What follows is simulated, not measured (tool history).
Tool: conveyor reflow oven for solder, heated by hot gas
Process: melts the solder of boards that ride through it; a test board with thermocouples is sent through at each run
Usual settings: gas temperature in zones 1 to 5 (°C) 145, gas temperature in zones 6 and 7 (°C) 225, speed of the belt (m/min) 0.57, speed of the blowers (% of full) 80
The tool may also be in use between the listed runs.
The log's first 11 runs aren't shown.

| run | day | gas temperature in zones 1 to 5 (°C) | gas temperature in zones 6 and 7 (°C) | speed of the belt (m/min) | speed of the blowers (% of full) | highest temperature of the board (°C) | time above the solder's melting point (s) |
|---|---|---|---|---|---|---|---|
| 12 | 3.175 | 145 | 225 | 0.57 | 80 | 212.8 | 47.4 |
| 13 | 3.412 | 145 | 225 | 0.57 | 80 | 212.1 | 46.6 |
| 14 | 3.783 | 145 | 225 | 0.57 | 80 | 213 | 46.9 |
| 15 | 4.188 | 145 | 225 | 0.57 | 80 | 212.1 | 46.7 |
| 16 | 4.379 | 131 | 230 | 0.57 | 72 | 212.6 | 42.1 |
| 17 | 4.671 | 148 | 225 | 0.571 | 75 | 211.6 | 46.7 |
| 18 | 4.883 | 143 | 225 | 0.571 | 75 | 210.6 | 44.8 |
| 19 | 5.146 | 143 | 215 | 0.572 | 75 | 201.4 | 37.4 |
| 20 | 5.412 | 148 | 232 | 0.65 | 67 | 211.9 | 41.2 |
| 21 | 5.612 | 148 | 232 | 0.65 | 67 | 211.3 | 39.8 |
| 22 | 5.938 | 148 | 232 | 0.65 | 67 | 211.5 | 40.5 |
| 23 | 6.212 | 137 | 232 | 0.65 | 55 | 205.2 | 30.4 |
| 24 | 6.467 | 137 | 223 | 0.541 | 57 | 203.9 | 39.2 |
| 25 | 6.704 | 137 | 223 | 0.541 | 57 | 205.1 | 39.1 |
| 26 | 7.104 | 137 | 223 | 0.541 | 64 | 206.6 | 41.8 |
| 27 | 7.312 | 155 | 230 | 0.512 | 53 | 214.5 | 56.7 |
| 28 | 7.704 | 158 | 222 | 0.61 | 69 | 207.3 | 45.2 |
| 29 | 8.033 | 158 | 238 | 0.57 | 69 | 223 | 57.5 |
| 30 | 8.35 | 158 | 238 | 0.57 | 69 | 222.8 | 57.4 |

Forecast each of these 3 alternatives for the next run:
| A | 8.583 | 144 | 225 | 0.57 | 80 | ? | ? |
| B | 8.583 | 159 | 225 | 0.57 | 80 | ? | ? |
| C | 8.583 | 138 | 233 | 0.57 | 56 | ? | ? |

| run | highest temperature of the board (°C) | time above the solder's melting point (s) |
|---|---|---|
| A | 211.3 | 45.3 |
| B | 214 | 52.3 |
| C | 210.9 | 42.6 |
Without the tool's hidden state the same runs would have given:
| run | highest temperature of the board (°C) | time above the solder's melting point (s) |
|---|---|---|
| A | 214.4 | 47.8 |
| B | 216.6 | 54 |
| C | 213.8 | 45.1 |
